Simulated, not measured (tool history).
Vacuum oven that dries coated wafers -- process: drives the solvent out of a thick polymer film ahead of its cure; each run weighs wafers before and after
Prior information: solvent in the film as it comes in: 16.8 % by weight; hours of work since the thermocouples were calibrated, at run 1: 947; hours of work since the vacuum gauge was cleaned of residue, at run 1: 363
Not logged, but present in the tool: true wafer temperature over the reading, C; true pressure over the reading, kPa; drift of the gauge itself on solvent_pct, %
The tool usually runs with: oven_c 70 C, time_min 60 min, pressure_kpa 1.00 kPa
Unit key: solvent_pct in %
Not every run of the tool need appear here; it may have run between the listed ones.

run	hour	oven_c	time_min	pressure_kpa	hours of work since the thermocouples were calibrated	hours of work since the vacuum gauge was cleaned of residue	solvent_pct
1	0.0	70	60	1.00	947	363	1.33
2	33.0	70	60	1.00	964	380	1.31
3	94.3	70	60	1.00	995	411	1.34
4	148.7	70	60	1.00	1022	439	1.27
5	191.7	70	60	1.00	1044	460	1.34
6	230.0	70	60	1.00	1064	480	1.30
7	285.9	70	60	1.00	1092	508	1.34
8	341.8	70	60	1.00	1120	537	1.43
9	373.9	70	60	1.00	1137	553	1.37
10	399.7	70	60	1.00	1150	566	1.34
11	450.9	70	60	1.00	1176	592	1.34
12	478.7	70	60	1.00	1190	606	1.28
13	513.1	70	60	1.00	1207	623	1.31
14	559.1	70	60	1.00	1231	647	1.35
15	590.5	70	60	1.00	1247	663	1.26
16	639.2	70	60	1.00	1271	687	1.39
17	681.8	70	60	1.00	1293	709	1.25
18	737.2	70	60	1.00	1321	737	1.28
19	784.9	70	60	1.00	1345	761	1.31
20	836.8	70	60	1.00	1371	788	1.25
21	887.4	70	60	1.00	1397	813	1.30
22	935.5	70	60	1.00	1421	838	1.29
23	969.0	70	60	1.00	1438	855	1.36
# hour 1014.4: oven's thermocouples calibrated
24	1018.5	70	82	1.00	2	879	1.20
25	1057.8	70	82	1.00	22	899	1.15
26	1107.4	62	47	3.00	47	924	5.72
27	1165.6	60	70	0.92	77	953	2.93
28	1199.1	60	70	0.92	94	970	2.90
29	1250.1	60	34	0.92	120	996	5.87
30	1300.8	76	60	1.78	145	1022	1.51
31	1356.7	76	60	1.78	174	1050	1.44
32	1391.2	61	34	1.00	191	1068	5.62
33	1432.9	59	60	3.31	212	1089	6.07
34	1486.1	59	60	3.31	239	1116	6.03
35	1513.4	59	62	3.31	253	1130	5.79
36	1557.6	59	62	3.31	275	1152	5.94
37	1617.3	59	62	3.31	306	1182	5.84
38	1647.8	82	34	0.93	321	1198	1.31
39	1687.7	60	72	1.00	341	1218	2.87
40	1728.6	62	34	3.57	362	1239	7.19
41	1783.7	69	83	2.68	390	1267	2.46
42	1831.2	58	60	1.00	414	1291	4.00
43	1868.3	58	60	1.00	433	1310	3.96
44	1914.4	58	60	1.00	456	1333	3.86
45	1946.6	70	52	1.72	473	1349	2.41
46	1992.9	70	52	0.50	496	1373	1.58

3 options for the next run, each taken on its own from the tool as it stands now. Forecast them:
A	2035.9	70	42	0.70	518	1395	?
B	2035.9	73	32	1.05	518	1395	?
C	2035.9	71	51	0.60	518	1395	?

run	solvent_pct
A	2.35
B	2.85
C	1.54
Had the tool no hidden state, the same runs would have come out as:
run	solvent_pct
A	2.34
B	2.91
C	1.46
